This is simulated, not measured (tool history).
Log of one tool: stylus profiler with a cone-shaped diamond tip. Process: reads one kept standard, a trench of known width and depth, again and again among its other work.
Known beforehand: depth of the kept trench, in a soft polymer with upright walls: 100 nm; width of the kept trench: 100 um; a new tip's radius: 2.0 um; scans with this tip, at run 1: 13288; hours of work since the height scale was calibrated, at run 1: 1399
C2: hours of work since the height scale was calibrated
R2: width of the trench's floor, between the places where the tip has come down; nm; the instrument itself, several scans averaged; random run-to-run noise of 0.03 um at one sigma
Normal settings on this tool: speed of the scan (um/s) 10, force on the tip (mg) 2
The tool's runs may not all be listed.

run 1 hour=0 | speed_of_the_scan_(um/s)=10 force_on_the_tip_(mg)=2 | scans_with_this_tip=13288 C2=1399 | depth_of_the_trench_(nm)=101.65 R2=98240
run 2 hour=32.8 | speed_of_the_scan_(um/s)=10 force_on_the_tip_(mg)=2 | scans_with_this_tip=13522 C2=1424 | depth_of_the_trench_(nm)=101.65 R2=98250
run 3 hour=76.7 | speed_of_the_scan_(um/s)=10 force_on_the_tip_(mg)=2 | scans_with_this_tip=13834 C2=1456 | depth_of_the_trench_(nm)=101.59 R2=98250
run 4 hour=103.7 | speed_of_the_scan_(um/s)=10 force_on_the_tip_(mg)=2 | scans_with_this_tip=14027 C2=1477 | depth_of_the_trench_(nm)=101.7 R2=98270
run 5 hour=138.6 | speed_of_the_scan_(um/s)=10 force_on_the_tip_(mg)=2 | scans_with_this_tip=14275 C2=1503 | depth_of_the_trench_(nm)=101.71 R2=98190
-- hour=141.5 height scale calibrated on a step standard
run 6 hour=181.6 | speed_of_the_scan_(um/s)=10 force_on_the_tip_(mg)=2 | scans_with_this_tip=14578 C2=30 | depth_of_the_trench_(nm)=101.32 R2=98230
run 7 hour=221.3 | speed_of_the_scan_(um/s)=10 force_on_the_tip_(mg)=2 | scans_with_this_tip=14861 C2=60 | depth_of_the_trench_(nm)=101.4 R2=98200
run 8 hour=247.8 | speed_of_the_scan_(um/s)=10 force_on_the_tip_(mg)=2 | scans_with_this_tip=15049 C2=80 | depth_of_the_trench_(nm)=101.37 R2=98130
run 9 hour=284.3 | speed_of_the_scan_(um/s)=10 force_on_the_tip_(mg)=2 | scans_with_this_tip=15310 C2=107 | depth_of_the_trench_(nm)=101.38 R2=98180
run 10 hour=318.8 | speed_of_the_scan_(um/s)=10 force_on_the_tip_(mg)=2.15 | scans_with_this_tip=15555 C2=133 | depth_of_the_trench_(nm)=101.43 R2=98210
run 11 hour=360.1 | speed_of_the_scan_(um/s)=10 force_on_the_tip_(mg)=2.15 | scans_with_this_tip=15849 C2=164 | depth_of_the_trench_(nm)=101.44 R2=98210
run 12 hour=404.9 | speed_of_the_scan_(um/s)=10 force_on_the_tip_(mg)=2.15 | scans_with_this_tip=16168 C2=197 | depth_of_the_trench_(nm)=101.47 R2=98180
run 13 hour=428.1 | speed_of_the_scan_(um/s)=10 force_on_the_tip_(mg)=2.15 | scans_with_this_tip=16333 C2=215 | depth_of_the_trench_(nm)=101.49 R2=98210
run 14 hour=474.2 | speed_of_the_scan_(um/s)=10 force_on_the_tip_(mg)=2.15 | scans_with_this_tip=16662 C2=249 | depth_of_the_trench_(nm)=101.49 R2=98160
run 15 hour=495.8 | speed_of_the_scan_(um/s)=10 force_on_the_tip_(mg)=2.15 | scans_with_this_tip=16815 C2=266 | depth_of_the_trench_(nm)=101.48 R2=98170
run 16 hour=534.1 | speed_of_the_scan_(um/s)=10 force_on_the_tip_(mg)=2.15 | scans_with_this_tip=17089 C2=294 | depth_of_the_trench_(nm)=101.53 R2=98200
run 17 hour=571.7 | speed_of_the_scan_(um/s)=10 force_on_the_tip_(mg)=2 | scans_with_this_tip=17356 C2=323 | depth_of_the_trench_(nm)=101.46 R2=98130
run 18 hour=607.3 | speed_of_the_scan_(um/s)=37 force_on_the_tip_(mg)=2 | scans_with_this_tip=17609 C2=349 | depth_of_the_trench_(nm)=101.43 R2=98050
run 19 hour=649.7 | speed_of_the_scan_(um/s)=10 force_on_the_tip_(mg)=2.17 | scans_with_this_tip=17912 C2=381 | depth_of_the_trench_(nm)=101.53 R2=98160
run 20 hour=688.5 | speed_of_the_scan_(um/s)=10 force_on_the_tip_(mg)=2.17 | scans_with_this_tip=18188 C2=410 | depth_of_the_trench_(nm)=101.59 R2=98140
run 21 hour=725.7 | speed_of_the_scan_(um/s)=10 force_on_the_tip_(mg)=2 | scans_with_this_tip=18453 C2=438 | depth_of_the_trench_(nm)=101.48 R2=98190
run 22 hour=756.1 | speed_of_the_scan_(um/s)=10 force_on_the_tip_(mg)=2 | scans_with_this_tip=18669 C2=461 | depth_of_the_trench_(nm)=101.48 R2=98070
run 23 hour=800.3 | speed_of_the_scan_(um/s)=10 force_on_the_tip_(mg)=2 | scans_with_this_tip=18984 C2=494 | depth_of_the_trench_(nm)=101.5 R2=98070
run 24 hour=824.2 | speed_of_the_scan_(um/s)=10 force_on_the_tip_(mg)=2 | scans_with_this_tip=19154 C2=512 | depth_of_the_trench_(nm)=101.47 R2=98050
run 25 hour=846 | speed_of_the_scan_(um/s)=10 force_on_the_tip_(mg)=2 | scans_with_this_tip=19309 C2=528 | depth_of_the_trench_(nm)=101.5 R2=98080
run 26 hour=873 | speed_of_the_scan_(um/s)=10 force_on_the_tip_(mg)=2 | scans_with_this_tip=19502 C2=548 | depth_of_the_trench_(nm)=101.51 R2=98070
run 27 hour=911.4 | speed_of_the_scan_(um/s)=10 force_on_the_tip_(mg)=2.81 | scans_with_this_tip=19775 C2=577 | depth_of_the_trench_(nm)=101.82 R2=98070
run 28 hour=935.3 | speed_of_the_scan_(um/s)=10 force_on_the_tip_(mg)=2.81 | scans_with_this_tip=19946 C2=595 | depth_of_the_trench_(nm)=101.86 R2=98130
run 29 hour=978.8 | speed_of_the_scan_(um/s)=10 force_on_the_tip_(mg)=1.86 | scans_with_this_tip=20255 C2=628 | depth_of_the_trench_(nm)=101.42 R2=98090
run 30 hour=1023.7 | speed_of_the_scan_(um/s)=10 force_on_the_tip_(mg)=1.86 | scans_with_this_tip=20575 C2=661 | depth_of_the_trench_(nm)=101.42 R2=98030
run 31 hour=1067.6 | speed_of_the_scan_(um/s)=19 force_on_the_tip_(mg)=0.84 | scans_with_this_tip=20888 C2=694 | depth_of_the_trench_(nm)=100.97 R2=97950
run 32 hour=1103.9 | speed_of_the_scan_(um/s)=13 force_on_the_tip_(mg)=3.88 | scans_with_this_tip=21146 C2=722 | depth_of_the_trench_(nm)=102.33 R2=98020
run 33 hour=1131.2 | speed_of_the_scan_(um/s)=13 force_on_the_tip_(mg)=3.88 | scans_with_this_tip=21340 C2=742 | depth_of_the_trench_(nm)=102.35 R2=98050
run 34 hour=1161.7 | speed_of_the_scan_(um/s)=9 force_on_the_tip_(mg)=4.37 | scans_with_this_tip=21558 C2=765 | depth_of_the_trench_(nm)=102.52 R2=98060
run 35 hour=1209.5 | speed_of_the_scan_(um/s)=3 force_on_the_tip_(mg)=1.97 | scans_with_this_tip=21899 C2=801 | depth_of_the_trench_(nm)=101.52 R2=98030
run 36 hour=1257.4 | speed_of_the_scan_(um/s)=5 force_on_the_tip_(mg)=1.35 | scans_with_this_tip=22239 C2=837 | depth_of_the_trench_(nm)=101.23 R2=98070
run 37 hour=1305.2 | speed_of_the_scan_(um/s)=8 force_on_the_tip_(mg)=4.32 | scans_with_this_tip=22580 C2=873 | depth_of_the_trench_(nm)=102.52 R2=97990
run 38 hour=1347 | speed_of_the_scan_(um/s)=5 force_on_the_tip_(mg)=1.69 | scans_with_this_tip=22878 C2=904 | depth_of_the_trench_(nm)=101.46 R2=98030
run 39 hour=1392 | speed_of_the_scan_(um/s)=23 force_on_the_tip_(mg)=4.69 | scans_with_this_tip=23198 C2=938 | depth_of_the_trench_(nm)=102.66 R2=97960
run 40 hour=1416.1 | speed_of_the_scan_(um/s)=15 force_on_the_tip_(mg)=0.67 | scans_with_this_tip=23370 C2=956 | depth_of_the_trench_(nm)=100.85 R2=97890
-- hour=1451.1 new tip fitted, height scale calibrated
run 41 hour=1451.6 | speed_of_the_scan_(um/s)=15 force_on_the_tip_(mg)=3.01 | scans_with_this_tip=3 C2=0 | depth_of_the_trench_(nm)=101.85 R2=98710
run 42 hour=1487.6 | speed_of_the_scan_(um/s)=26 force_on_the_tip_(mg)=1.12 | scans_with_this_tip=260 C2=27 | depth_of_the_trench_(nm)=100.95 R2=98630
run 43 hour=1514.3 | speed_of_the_scan_(um/s)=37 force_on_the_tip_(mg)=2 | scans_with_this_tip=450 C2=47 | depth_of_the_trench_(nm)=101.4 R2=98580
run 44 hour=1552.1 | speed_of_the_scan_(um/s)=37 force_on_the_tip_(mg)=2 | scans_with_this_tip=719 C2=76 | depth_of_the_trench_(nm)=101.42 R2=98600
run 45 hour=1591 | speed_of_the_scan_(um/s)=37 force_on_the_tip_(mg)=2 | scans_with_this_tip=997 C2=105 | depth_of_the_trench_(nm)=101.44 R2=98580

Hidden state at the last listed run before each entry between runs and at the first one after, where it differs:
Runs 5 to 6: height scale calibrated on a step standard (hour 141.5)
  radius of the tip, um: 3.83 -> 3.87; height scale over the true one, %: 0.27 -> -0.014
  the result without the hidden state subtracted from the measured one, depth of the trench (nm): +0.27 -> -0.02; R2: -490 -> -500 nm
Runs 40 to 41: new tip fitted, height scale calibrated (hour 1451.1)
  radius of the tip, um: 4.96 -> 1.96; height scale over the true one, %: 0.185 -> 0.008
  the result without the hidden state subtracted from the measured one, depth of the trench (nm): +0.19 -> +0.01; R2: -730 -> +10 nm
